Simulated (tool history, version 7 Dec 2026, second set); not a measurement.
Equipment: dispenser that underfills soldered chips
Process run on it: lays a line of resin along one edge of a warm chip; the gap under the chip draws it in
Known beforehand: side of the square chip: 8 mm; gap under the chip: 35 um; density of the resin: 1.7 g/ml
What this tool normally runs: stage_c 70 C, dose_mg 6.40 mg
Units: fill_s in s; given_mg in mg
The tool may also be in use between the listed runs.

run 1 hour=0.0 | stage_c=70 dose_mg=6.40 | fill_s=68.9 given_mg=6.35
-- hour=9.4 new syringe of resin
run 2 hour=9.4 | stage_c=70 dose_mg=6.40 | fill_s=56.8 given_mg=6.35
run 3 hour=15.4 | stage_c=70 dose_mg=6.40 | fill_s=65.8 given_mg=6.33
run 4 hour=24.4 | stage_c=70 dose_mg=6.40 | fill_s=78.8 given_mg=6.23
-- hour=27.8 new syringe of resin
run 5 hour=32.7 | stage_c=70 dose_mg=6.40 | fill_s=63.7 given_mg=6.19
run 6 hour=38.7 | stage_c=70 dose_mg=6.40 | fill_s=72.2 given_mg=6.20
run 7 hour=43.8 | stage_c=70 dose_mg=6.86 | fill_s=80.8 given_mg=6.58
-- hour=46.4 new syringe of resin
run 8 hour=52.7 | stage_c=70 dose_mg=6.40 | fill_s=65.6 given_mg=6.16
run 9 hour=62.0 | stage_c=70 dose_mg=6.40 | fill_s=81.7 given_mg=6.20
-- hour=65.1 new syringe of resin
run 10 hour=70.2 | stage_c=70 dose_mg=6.40 | fill_s=64.5 given_mg=6.12
run 11 hour=74.7 | stage_c=70 dose_mg=6.40 | fill_s=70.2 given_mg=6.19
-- hour=83.6 new syringe of resin
run 12 hour=83.6 | stage_c=70 dose_mg=6.40 | fill_s=56.8 given_mg=6.06
run 13 hour=89.3 | stage_c=70 dose_mg=6.40 | fill_s=66.6 given_mg=6.07
run 14 hour=97.2 | stage_c=65 dose_mg=5.91 | fill_s=96.3 given_mg=5.48
-- hour=102.2 new syringe of resin
run 15 hour=105.5 | stage_c=65 dose_mg=5.91 | fill_s=78.4 given_mg=5.45
run 16 hour=113.8 | stage_c=72 dose_mg=7.39 | fill_s=68.6 given_mg=6.88
-- hour=120.6 new syringe of resin
run 17 hour=121.7 | stage_c=72 dose_mg=7.39 | fill_s=56.0 given_mg=6.84
run 18 hour=129.6 | stage_c=65 dose_mg=6.40 | fill_s=89.0 given_mg=6.00
run 19 hour=134.1 | stage_c=65 dose_mg=6.40 | fill_s=96.4 given_mg=5.95
run 20 hour=138.2 | stage_c=65 dose_mg=6.40 | fill_s=106.8 given_mg=5.91
-- hour=139.3 new syringe of resin
run 21 hour=144.0 | stage_c=65 dose_mg=6.40 | fill_s=81.7 given_mg=5.88
run 22 hour=150.8 | stage_c=74 dose_mg=8.16 | fill_s=64.8 given_mg=7.49
run 23 hour=155.7 | stage_c=56 dose_mg=6.67 | fill_s=153.2 given_mg=6.05
-- hour=158.2 new syringe of resin
run 24 hour=160.8 | stage_c=84 dose_mg=5.55 | fill_s=38.5 given_mg=5.07
run 25 hour=169.6 | stage_c=82 dose_mg=6.97 | fill_s=47.5 given_mg=6.37

3 ways to go on from here, each from the tool as it stands after run 25. What would each give?
-- hour=177.0 new syringe of resin
run A hour=177.1 | stage_c=84 dose_mg=6.40 | fill_s=? given_mg=?
-- hour=177.0 new syringe of resin
run B hour=177.1 | stage_c=78 dose_mg=7.76 | fill_s=? given_mg=?
-- hour=177.0 new syringe of resin
run C hour=177.1 | stage_c=82 dose_mg=6.87 | fill_s=? given_mg=?

run=A fill_s=34.4 given_mg=5.77
run=B fill_s=42.2 given_mg=7.04
run=C fill_s=37.0 given_mg=6.17
With no hidden state in the tool, these same runs would have given:
run=A fill_s=33.4 given_mg=6.41
run=B fill_s=41.3 given_mg=7.81
run=C fill_s=36.1 given_mg=6.85
